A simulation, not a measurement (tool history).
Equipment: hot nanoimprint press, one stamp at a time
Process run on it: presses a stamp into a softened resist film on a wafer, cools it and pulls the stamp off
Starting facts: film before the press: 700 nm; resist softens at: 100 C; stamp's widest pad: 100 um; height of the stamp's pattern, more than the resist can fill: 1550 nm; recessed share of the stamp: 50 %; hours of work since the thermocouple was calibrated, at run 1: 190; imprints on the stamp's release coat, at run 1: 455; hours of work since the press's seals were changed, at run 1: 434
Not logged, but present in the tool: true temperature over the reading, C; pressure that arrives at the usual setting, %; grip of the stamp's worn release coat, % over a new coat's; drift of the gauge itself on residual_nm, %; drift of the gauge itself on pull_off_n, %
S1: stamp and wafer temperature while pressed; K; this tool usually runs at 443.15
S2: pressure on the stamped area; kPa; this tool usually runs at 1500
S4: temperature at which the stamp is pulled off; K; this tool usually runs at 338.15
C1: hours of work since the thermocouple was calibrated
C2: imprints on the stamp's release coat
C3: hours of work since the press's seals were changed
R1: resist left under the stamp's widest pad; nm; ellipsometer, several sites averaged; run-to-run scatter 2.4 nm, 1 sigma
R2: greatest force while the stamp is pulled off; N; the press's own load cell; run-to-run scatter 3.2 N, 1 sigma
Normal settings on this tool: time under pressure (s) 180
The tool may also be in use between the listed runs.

run 1 day=0.000 | S1=443.15 S2=1500 time_under_pressure_(s)=180 S4=338.15 | C1=190 C2=455 C3=434 | R1=398.2 R2=165
run 2 day=1.367 | S1=443.15 S2=1500 time_under_pressure_(s)=180 S4=338.15 | C1=204 C2=529 C3=448 | R1=406.6 R2=169
run 3 day=2.096 | S1=443.15 S2=1500 time_under_pressure_(s)=161 S4=338.15 | C1=211 C2=568 C3=455 | R1=417.5 R2=174
run 4 day=2.912 | S1=443.15 S2=1500 time_under_pressure_(s)=161 S4=338.15 | C1=219 C2=612 C3=463 | R1=417.4 R2=170
run 5 day=3.858 | S1=443.15 S2=1500 time_under_pressure_(s)=161 S4=338.15 | C1=228 C2=664 C3=473 | R1=417.6 R2=172
run 6 day=4.946 | S1=443.15 S2=1500 time_under_pressure_(s)=161 S4=338.15 | C1=239 C2=723 C3=484 | R1=420.3 R2=172
run 7 day=5.738 | S1=443.15 S2=1500 time_under_pressure_(s)=180 S4=338.15 | C1=247 C2=765 C3=491 | R1=408.9 R2=167
run 8 day=7.017 | S1=443.15 S2=1500 time_under_pressure_(s)=203 S4=338.15 | C1=260 C2=834 C3=504 | R1=389.5 R2=173
run 9 day=7.871 | S1=443.15 S2=1500 time_under_pressure_(s)=203 S4=338.15 | C1=268 C2=881 C3=513 | R1=389.3 R2=172
run 10 day=8.717 | S1=443.15 S2=1500 time_under_pressure_(s)=203 S4=338.15 | C1=277 C2=926 C3=521 | R1=390.7 R2=179
-- day=8.988 plate thermocouple calibrated
run 11 day=10.383 | S1=432.15 S2=1500 time_under_pressure_(s)=180 S4=338.15 | C1=14 C2=1010 C3=536 | R1=575.4 R2=187
run 12 day=11.217 | S1=432.15 S2=1500 time_under_pressure_(s)=180 S4=338.15 | C1=22 C2=1055 C3=545 | R1=577.3 R2=187
run 13 day=11.904 | S1=432.15 S2=1500 time_under_pressure_(s)=180 S4=338.15 | C1=29 C2=1092 C3=551 | R1=565.4 R2=181
run 14 day=13.483 | S1=432.15 S2=1500 time_under_pressure_(s)=180 S4=338.15 | C1=45 C2=1178 C3=567 | R1=575.7 R2=186
run 15 day=14.962 | S1=447.15 S2=1120 time_under_pressure_(s)=235 S4=342.15 | C1=59 C2=1258 C3=582 | R1=373.9 R2=171
run 16 day=16.379 | S1=447.15 S2=1120 time_under_pressure_(s)=235 S4=342.15 | C1=73 C2=1334 C3=596 | R1=374.0 R2=170
-- day=16.696 plate thermocouple calibrated, once more
run 17 day=17.979 | S1=447.15 S2=1120 time_under_pressure_(s)=235 S4=342.15 | C1=13 C2=1414 C3=611 | R1=359.9 R2=170
run 18 day=19.650 | S1=451.15 S2=1120 time_under_pressure_(s)=336 S4=342.15 | C1=29 C2=1504 C3=627 | R1=273.8 R2=179
run 19 day=21.271 | S1=451.15 S2=1120 time_under_pressure_(s)=336 S4=342.15 | C1=45 C2=1592 C3=643 | R1=276.1 R2=176
-- day=22.338 stamp cleaned and given a new release coat
run 20 day=22.592 | S1=445.15 S2=1120 time_under_pressure_(s)=336 S4=342.15 | C1=56 C2=14 C3=654 | R1=346.1 R2=138
run 21 day=23.504 | S1=445.15 S2=1120 time_under_pressure_(s)=336 S4=342.15 | C1=65 C2=64 C3=663 | R1=344.0 R2=142
run 22 day=24.604 | S1=450.15 S2=2170 time_under_pressure_(s)=160 S4=332.15 | C1=76 C2=123 C3=674 | R1=270.2 R2=177
run 23 day=26.271 | S1=450.15 S2=2170 time_under_pressure_(s)=160 S4=332.15 | C1=93 C2=213 C3=690 | R1=269.8 R2=185
run 24 day=27.504 | S1=450.15 S2=2170 time_under_pressure_(s)=160 S4=332.15 | C1=105 C2=280 C3=703 | R1=274.9 R2=184
run 25 day=28.338 | S1=443.15 S2=1500 time_under_pressure_(s)=182 S4=330.15 | C1=113 C2=325 C3=711 | R1=403.9 R2=191
run 26 day=29.746 | S1=449.15 S2=2010 time_under_pressure_(s)=95 S4=341.15 | C1=127 C2=401 C3=725 | R1=351.7 R2=147
run 27 day=31.146 | S1=449.15 S2=1850 time_under_pressure_(s)=236 S4=326.15 | C1=141 C2=477 C3=739 | R1=267.4 R2=210

Some steps in R1 between neighbouring runs. How much of each would the tool show without its hidden state too (settings, what came in, random variation), and how much is left for the hidden state, with any gauge scatter that isn't in both results?
Run 10 -> 11: S1 443.15 -> 432.15, time under pressure (s) 203 -> 180, plate thermocouple calibrated. R1 +184.7 nm: hidden state +3.4, all else +181.3.
Run 14 -> 15: S1 432.15 -> 447.15, S2 1500 -> 1120, time under pressure (s) 180 -> 235, S4 338.15 -> 342.15. R1 -201.8 nm: hidden state -0.5, all else -201.3.
Run 16 -> 17: plate thermocouple calibrated, once more. R1 -14.1 nm: hidden state -16.9, all else +2.8.
Run 21 -> 22: S1 445.15 -> 450.15, S2 1120 -> 2170, time under pressure (s) 336 -> 160, S4 342.15 -> 332.15. R1 -73.8 nm: hidden state +3.6, all else -77.4.

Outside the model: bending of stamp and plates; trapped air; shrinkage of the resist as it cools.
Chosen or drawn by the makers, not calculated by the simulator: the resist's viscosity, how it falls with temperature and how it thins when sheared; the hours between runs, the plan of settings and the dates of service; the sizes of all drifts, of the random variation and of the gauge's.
